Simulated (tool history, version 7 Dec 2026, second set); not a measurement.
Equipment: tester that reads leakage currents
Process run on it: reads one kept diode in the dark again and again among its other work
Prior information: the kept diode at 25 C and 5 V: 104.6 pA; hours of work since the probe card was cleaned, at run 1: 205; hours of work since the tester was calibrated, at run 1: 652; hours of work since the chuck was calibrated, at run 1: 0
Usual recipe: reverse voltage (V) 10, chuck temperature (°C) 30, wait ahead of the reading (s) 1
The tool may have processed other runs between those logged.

run	hour	reverse voltage (V)	chuck temperature (°C)	wait ahead of the reading (s)	hours of work since the probe card was cleaned	hours of work since the tester was calibrated	hours of work since the chuck was calibrated	current that the tester gives (pA)
1	0	10	30	1	205	652	0	240.68
2	94.5	10	30	1	269	716	64	237
3	147.5	10	30	1	305	752	100	236.09
4	215.8	3	30	1	351	798	146	117.57
5	304.4	3	30	1	411	858	206	116.14
6	359.1	10	54	1	448	894	243	1496.16
7	440.6	5	30	1	503	950	298	153.17
8	503.1	5	30	1	545	992	340	153.08
9	593.3	5	30	1	606	1053	401	152.28
10	712.3	5	30	1	686	1133	481	149.58
11	824.5	10	22	1	762	1209	557	111.86
12	881.4	10	22	1	801	1247	596	111.66
13	996	10	22	1	878	1325	673	110.15
14	1106.5	10	30	1	953	1400	748	215.5
15	1225.7	10	30	1	1033	1480	828	212.42
16	1309.9	2	30	1	1090	1537	885	83.26
17	1368.9	10	30	1	1130	1577	925	209.71
18	1472.3	10	30	1	1200	1647	995	207.05
19	1526.1	10	30	1	1236	1683	1031	206.86
20	1614.7	10	30	1	1296	1743	1091	205.15
21	1697.9	1	41	2.06	1353	1799	1147	133.25
# hour 1728.2: chuck's temperature calibrated
22	1785.3	1	41	2.06	1410	1857	39	153.78
23	1851.2	1.6	30	0.88	1455	1902	83	81.78
24	1948.8	3.6	26	3.53	1521	1968	149	91.79
25	2051.8	2.4	30	1.22	1590	2037	219	100.72
# hour 2062.9: tester calibrated
26	2169.2	5.4	30	0.42	1668	72	297	164.99
27	2233.5	5.4	30	0.42	1712	115	340	163.62
28	2347.4	3.9	32	2.08	1789	192	417	155.77
29	2443.6	15.3	32	1.38	1854	257	482	340.87
30	2499.7	10	24	0.38	1892	295	520	140.55
31	2583.5	10	57	2.68	1948	352	577	1784.9

Run 32 has not been measured yet. What should we expect?
32	2655.8	10	57	2.68	1997	401	626	?

Run 32 measured current that the tester gives (pA) 1780.39.
The same run, on a tool lacking any hidden state, would have yielded current that the tester gives (pA) 1931.34.

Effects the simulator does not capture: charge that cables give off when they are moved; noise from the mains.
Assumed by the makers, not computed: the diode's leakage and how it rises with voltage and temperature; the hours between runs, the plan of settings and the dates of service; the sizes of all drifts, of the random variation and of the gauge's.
